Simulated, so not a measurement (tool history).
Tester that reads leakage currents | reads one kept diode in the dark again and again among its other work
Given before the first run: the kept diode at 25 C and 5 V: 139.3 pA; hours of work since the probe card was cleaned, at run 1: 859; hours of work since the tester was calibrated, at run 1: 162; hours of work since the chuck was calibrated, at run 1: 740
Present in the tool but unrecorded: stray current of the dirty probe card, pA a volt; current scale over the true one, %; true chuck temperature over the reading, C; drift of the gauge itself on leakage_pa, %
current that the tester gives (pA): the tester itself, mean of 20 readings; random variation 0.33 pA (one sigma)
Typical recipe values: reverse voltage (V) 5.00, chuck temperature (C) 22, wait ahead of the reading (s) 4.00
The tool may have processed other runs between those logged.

run    hour  reverse voltage (V)  chuck temperature (C)  wait ahead of the reading (s)  hours of work since the probe card was cleaned  hours of work since the tester was calibrated  hours of work since the chuck was calibrated  current that the tester gives (pA)
  1     0.0                 5.00                     22                           4.00                                             859                                            162                                           740                              109.93
  2    44.0                 1.35                     22                           4.00                                             888                                            192                                           770                               64.60
  3   108.8                 1.35                     22                           4.00                                             932                                            235                                           814                               64.61
  4   157.3                 1.35                     27                           4.00                                             965                                            268                                           846                               96.46
  5   232.4                 1.35                     27                           4.00                                            1016                                            319                                           897                               95.98
  6   270.7                 1.35                     27                           4.00                                            1042                                            345                                           923                               96.45
  7   320.4                 1.35                     27                           4.00                                            1075                                            378                                           956                               95.73
  8   358.3                 1.48                     22                           4.00                                            1101                                            404                                           982                               67.07
  9   392.9                 5.00                     22                           4.00                                            1124                                            427                                          1005                              109.41
 10   462.4                 5.00                     22                           4.00                                            1171                                            474                                          1052                              110.25
 11   504.5                 1.16                     22                           4.00                                            1199                                            502                                          1081                               60.63
 12   556.9                 5.00                     22                           4.00                                            1235                                            538                                          1116                              110.04
 13   613.0                 5.00                     22                           4.00                                            1273                                            576                                          1154                              110.06
 14   663.6                10.51                     22                           4.00                                            1307                                            610                                          1188                              147.44
 15   698.7                10.51                     22                           4.00                                            1330                                            633                                          1212                              148.69
 16   774.0                10.51                     22                           4.00                                            1381                                            684                                          1263                              148.20
 17   846.3                10.51                     22                           4.00                                            1430                                            733                                          1311                              148.60
 18   895.8                 5.00                     22                           4.00                                            1464                                            767                                          1345                              109.96
 19   927.8                 5.00                     22                           0.37                                            1485                                            788                                          1366                              110.83
 20   992.9                 5.00                     22                           5.60                                            1529                                            832                                          1410                              110.12
 21  1048.4                 3.85                     21                           0.84                                            1567                                            870                                          1448                               91.90
 22  1102.4                 5.79                     53                           7.48                                            1603                                            906                                          1484                             1126.03
 23  1142.8                 5.79                     53                           7.48                                            1630                                            933                                          1512                             1132.31
 24  1202.6                 5.79                     53                           7.48                                            1671                                            974                                          1552                             1126.74
 25  1278.2                 5.79                     53                           7.48                                            1722                                           1025                                          1603                             1130.06
 26  1354.7                 5.00                     21                           4.00                                            1773                                           1076                                          1655                              100.82
 27  1394.0                 3.00                     25                           1.03                                            1800                                           1103                                          1681                              113.77
 28  1456.2                 3.00                     25                           1.03                                            1842                                           1145                                          1723                              114.10
 29  1527.1                 1.44                     59                           1.32                                            1890                                           1193                                          1771                              954.40
     1542.0  -- probe card cleaned and baked
 30  1577.9                 1.44                     59                           1.32                                              24                                           1225                                          1803                              952.37
 31  1631.2                 5.00                     46                           4.00                                              60                                           1261                                          1839                              664.27
 32  1675.8                 5.00                     43                           0.54                                              90                                           1291                                          1869                              537.47
 33  1717.9                 5.00                     47                           2.39                                             119                                           1320                                          1898                              711.35
 34  1753.8                 6.42                     36                           0.41                                             143                                           1344                                          1922                              358.82
 35  1805.2                 1.11                     20                           0.98                                             178                                           1378                                          1957                               50.95
 36  1855.7                 1.11                     38                           5.28                                             212                                           1413                                          1991                              205.28

Consider 3 possible next runs. They are alternatives, not a sequence: every one starts from the tool as it was left by run 36. What does each give?
     1888.7  -- chuck's temperature calibrated
  A  1903.5                 3.88                     35                           4.00                                             243                                           1443                                            10                                   ?
     1888.7  -- chuck's temperature calibrated
  B  1903.5                 2.30                     56                           1.31                                             243                                           1443                                            10                                   ?
     1888.7  -- chuck's temperature calibrated
  C  1903.5                 5.00                     22                           1.29                                             243                                           1443                                            10                                   ?

run  current that the tester gives (pA)
  A                              271.65
  B                              952.40
  C                              110.11
Without the tool's unlogged condition, the same runs would have read:
run  current that the tester gives (pA)
  A                              271.66
  B                              952.44
  C                              110.11
